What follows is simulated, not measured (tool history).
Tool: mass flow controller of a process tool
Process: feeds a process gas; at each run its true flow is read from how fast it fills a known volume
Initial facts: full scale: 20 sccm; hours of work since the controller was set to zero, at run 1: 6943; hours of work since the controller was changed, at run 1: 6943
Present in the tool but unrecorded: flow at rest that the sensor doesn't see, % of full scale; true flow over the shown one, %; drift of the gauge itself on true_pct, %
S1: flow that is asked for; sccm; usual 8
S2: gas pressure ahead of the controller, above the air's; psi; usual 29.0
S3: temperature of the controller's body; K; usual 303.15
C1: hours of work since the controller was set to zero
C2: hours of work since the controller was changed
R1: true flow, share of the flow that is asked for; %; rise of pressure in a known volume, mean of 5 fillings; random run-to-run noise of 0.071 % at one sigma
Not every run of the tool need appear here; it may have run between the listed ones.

run	hour	S1	S2	S3	C1	C2	R1
1	0.0	8	29.0	303.15	6943	6943	99.97
2	440.4	4	29.0	303.15	7075	7075	99.92
# hour 859.8: controller's zero set anew
3	874.8	4	29.0	303.15	5	7205	99.81
4	1238.2	4	29.0	303.15	114	7314	99.94
5	1720.3	4	29.0	303.15	258	7459	99.98
6	2087.0	8	29.0	300.15	369	7569	99.81
7	2385.8	8	29.0	300.15	458	7659	99.86
8	2700.5	8	29.0	301.15	553	7753	99.88
9	3028.5	8	29.0	301.15	651	7852	99.90
10	3323.5	8	29.0	301.15	740	7940	99.78
11	3870.7	10	29.0	303.15	904	8105	100.11
12	4203.1	10	29.0	303.15	1004	8205	100.03
13	4494.9	10	29.0	303.15	1092	8292	99.91
14	4891.8	10	29.0	303.15	1211	8411	100.01
15	5158.8	8	29.0	298.15	1291	8492	99.71
16	5517.6	8	29.0	298.15	1399	8599	99.62
17	6093.9	8	29.0	298.15	1572	8772	99.71
18	6360.1	11	29.0	303.15	1652	8852	100.15
19	6914.9	8	29.0	303.15	1818	9019	99.91
20	7303.6	8	29.0	303.15	1935	9136	100.01
21	7557.9	8	29.0	303.15	2011	9212	100.11
22	7837.7	8	29.0	303.15	2095	9296	100.05
23	8361.8	8	29.0	305.15	2253	9453	100.09
24	8648.3	8	29.0	305.15	2339	9539	100.08
25	9216.1	8	29.0	299.15	2509	9710	99.66
26	9527.0	3	33.4	308.15	2603	9803	99.98
27	10027.3	8	24.1	303.15	2753	9954	100.08
28	10485.1	8	24.1	303.15	2890	10091	100.06
29	10745.8	7	29.0	302.15	2969	10169	99.79
30	11318.4	7	29.0	302.15	3141	10341	100.07
31	11785.8	12	36.7	306.15	3281	10482	100.22
32	12306.9	8	25.2	303.15	3437	10638	100.14
33	12829.0	8	29.0	307.15	3594	10795	100.24
34	13307.9	17	22.2	303.15	3738	10939	100.52
35	13806.1	17	22.2	303.15	3888	11088	100.40
36	14110.2	17	22.2	303.15	3979	11180	100.35
37	14590.6	10	33.4	311.15	4123	11324	100.35
38	15056.1	10	33.4	311.15	4263	11464	100.47
39	15638.6	10	33.4	311.15	4438	11639	100.46
40	15972.8	10	33.4	311.15	4538	11739	100.43
41	16496.9	6	21.2	303.15	4696	11896	99.99
42	17034.8	6	21.2	303.15	4857	12058	99.95
43	17503.5	6	34.5	303.15	4998	12199	99.84
44	18070.8	6	29.2	303.15	5168	12369	99.88
45	18369.4	6	29.2	303.15	5258	12459	99.92
46	18686.0	6	29.2	303.15	5353	12554	99.88

Hidden condition of the tool, last listed run before each entry between runs versus first listed run after:
In the gap between runs 2 and 3: controller's zero set anew (hour 859.8)
  flow at rest that the sensor doesn't see, % of full scale: 0.006 -> 0
